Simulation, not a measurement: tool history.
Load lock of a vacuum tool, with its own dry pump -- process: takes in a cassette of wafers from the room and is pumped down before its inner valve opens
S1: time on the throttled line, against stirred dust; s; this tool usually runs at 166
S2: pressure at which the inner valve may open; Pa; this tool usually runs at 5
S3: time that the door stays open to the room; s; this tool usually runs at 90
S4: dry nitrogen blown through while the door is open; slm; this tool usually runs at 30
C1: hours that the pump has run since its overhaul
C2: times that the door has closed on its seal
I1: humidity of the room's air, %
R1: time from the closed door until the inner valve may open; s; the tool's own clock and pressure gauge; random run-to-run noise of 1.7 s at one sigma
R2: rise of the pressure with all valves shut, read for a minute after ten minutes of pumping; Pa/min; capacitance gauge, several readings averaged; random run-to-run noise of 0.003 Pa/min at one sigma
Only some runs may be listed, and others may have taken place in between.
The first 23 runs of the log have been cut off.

run,day,S1,S2,S3,S4,C1,C2,I1,R1,R2
24,156.592,166,5,114,30,5844,10737,49.6,285.2,0.041
25,161.479,128,5,90,26,5961,11128,45.8,249.1,0.034
26,165.217,128,5,90,26,6051,11428,47.6,253.4,0.032
27,174.146,128,5,90,26,6265,12143,44.2,248.7,0.037
28,182.938,105,5,135,30,6476,12848,45.0,232.0,0.042
29,190.479,105,5,135,30,6657,13452,45.1,230.6,0.046
30,196.262,177,5,135,30,6796,13915,47.0,296.8,0.039
31,201.596,135,5,90,30,6924,14343,44.2,257.0,0.035
32,209.238,135,5,73,24,7107,14955,47.0,253.6,0.037
33,215.875,135,5,73,24,7267,15487,46.7,255.6,0.031
34,222.779,274,6,90,11,7432,16040,44.5,376.0,0.042
35,226.829,211,5,28,30,7530,16364,47.2,320.8,0.018
36,235.783,211,5,28,30,7745,17082,44.6,322.9,0.015
37,241.696,211,4,28,8,7886,17556,42.7,323.5,0.024

Each row is a separate what-if for the run after 37, all from the same tool condition, not one after another. Results?
A,247.021,207,7,70,8,8014,17982,40.1,?,?
B,247.021,115,5,90,30,8014,17982,47.6,?,?
C,247.021,259,4,28,8,8014,17982,40.5,?,?
D,247.021,211,4,37,8,8014,17982,44.9,?,?

run,R1,R2
A,313.6,0.032
B,239.2,0.036
C,367.3,0.024
D,330.5,0.027
Had the tool no hidden state, the same runs would have come out as:
run,R1,R2
A,313.5,0.031
B,239.1,0.035
C,367.3,0.022
D,330.5,0.025
